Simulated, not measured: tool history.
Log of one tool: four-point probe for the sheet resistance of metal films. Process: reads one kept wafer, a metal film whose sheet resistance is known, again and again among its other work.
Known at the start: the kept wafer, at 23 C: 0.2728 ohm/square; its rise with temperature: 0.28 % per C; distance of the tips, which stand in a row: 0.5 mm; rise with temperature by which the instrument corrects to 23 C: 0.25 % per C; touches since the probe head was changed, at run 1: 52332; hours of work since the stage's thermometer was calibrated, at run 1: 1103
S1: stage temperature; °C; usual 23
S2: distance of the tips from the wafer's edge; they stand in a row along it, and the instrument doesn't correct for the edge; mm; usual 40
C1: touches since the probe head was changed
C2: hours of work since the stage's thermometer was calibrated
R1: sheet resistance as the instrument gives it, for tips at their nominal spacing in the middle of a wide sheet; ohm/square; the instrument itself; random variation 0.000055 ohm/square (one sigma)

run    hour  S1  S2      C1    C2        R1
  1     0.0  23  40   52332  1103  0.271619
  2    54.8  23  40   54347  1126  0.271559
  3   108.2  23  40   56312  1149  0.271603
  4   169.6  23  40   58571  1174  0.271552
  5   234.0  24  40   60940  1201  0.271560
  6   311.9  24  40   63806  1234  0.271495
  7   355.0  23  24   65391  1252  0.271601
  8   419.9  23  11   67781  1279  0.271795
  9   466.4  23  11   69491  1299  0.271726
 10   540.4  23  40   72212  1329  0.271472
 11   599.0  23  40   74369  1354  0.271531
 12   683.1  30  40   77463  1389  0.271790
 13   757.1  23  33   80185  1420  0.271361
 14   807.8  23  33   82050  1441  0.271267
 15   860.8  19  40   84000  1464  0.271116
 16   936.7  19  40   86792  1495  0.271116
 17  1037.0  23  20   90485  1537  0.271333
 18  1121.1  23  40   93576  1573  0.271321
 19  1181.6  23  40   95803  1598  0.271181
 20  1228.1  23   3   97514  1617  0.275243
 21  1305.1  23  40  100345  1650  0.271173
 22  1354.6  32  40  102166  1670  0.271697
     1363.3  -- stage's thermometer calibrated
 23  1437.5  26  16  105201    31  0.271426
 24  1536.2  26  16  108830    72  0.271362
 25  1605.0  26  16  111361   101  0.271461
 26  1684.9  26  16  114300   135  0.271346
 27  1779.9  23  18  117796   174  0.271132
     1856.5  -- stage's thermometer calibrated, once more
 28  1858.5  33  16  120668     1  0.271576
 29  1930.9  19   6  123331    31  0.271678
 30  2021.7  19   6  126674    69  0.271602
 31  2067.6  19   6  128361    88  0.271636
 32  2146.6  19  10  131268   121  0.270876
 33  2249.5  33  65  135052   164  0.271270
 34  2351.5  19   6  138808   207  0.271438
 35  2425.3  24  39  141520   238  0.270750
 36  2471.2  19  39  143208   257  0.270462
 37  2570.4  19  39  146858   299  0.270378
 38  2627.4  19  39  148957   323  0.270399
 39  2708.7  19  39  151946   357  0.270366
 40  2767.3  33   4  154104   381  0.273490
 41  2822.5  23  28  156133   404  0.270562
 42  2902.4  23  28  159072   438  0.270535
 43  3000.8  23  28  162693   479  0.270408
 44  3104.7  24  30  166515   522  0.270540

Measured less the same run without the tool's hidden state. The same run-to-run variation is in both; the gauge's scatter may not be:
The hidden state here: inner tips' distance over the nominal, %; tips' flats over new ones', %; wafer's true temperature over the reading, C; drift of the gauge itself on sheet_ohm, %.
run         R1
  1  -0.001195
  2  -0.001212
  3  -0.001232
  4  -0.001252
  5  -0.001273
  6  -0.001299
  7  -0.001314
  8  -0.001337
  9  -0.001353
 10  -0.001377
 11  -0.001396
 12  -0.001430
 13  -0.001447
 14  -0.001462
 15  -0.001477
 16  -0.001501
 17  -0.001535
 18  -0.001561
 19  -0.001581
 20  -0.001620
 21  -0.001622
 22  -0.001644
 23  -0.001648
 24  -0.001678
 25  -0.001700
 26  -0.001724
 27  -0.001753
 28  -0.001946
 29  -0.001969
 30  -0.002000
 31  -0.002012
 32  -0.002036
 33  -0.002072
 34  -0.002106
 35  -0.002125
 36  -0.002137
 37  -0.002168
 38  -0.002187
 39  -0.002215
 40  -0.002262
 41  -0.002257
 42  -0.002286
 43  -0.002320
 44  -0.002357
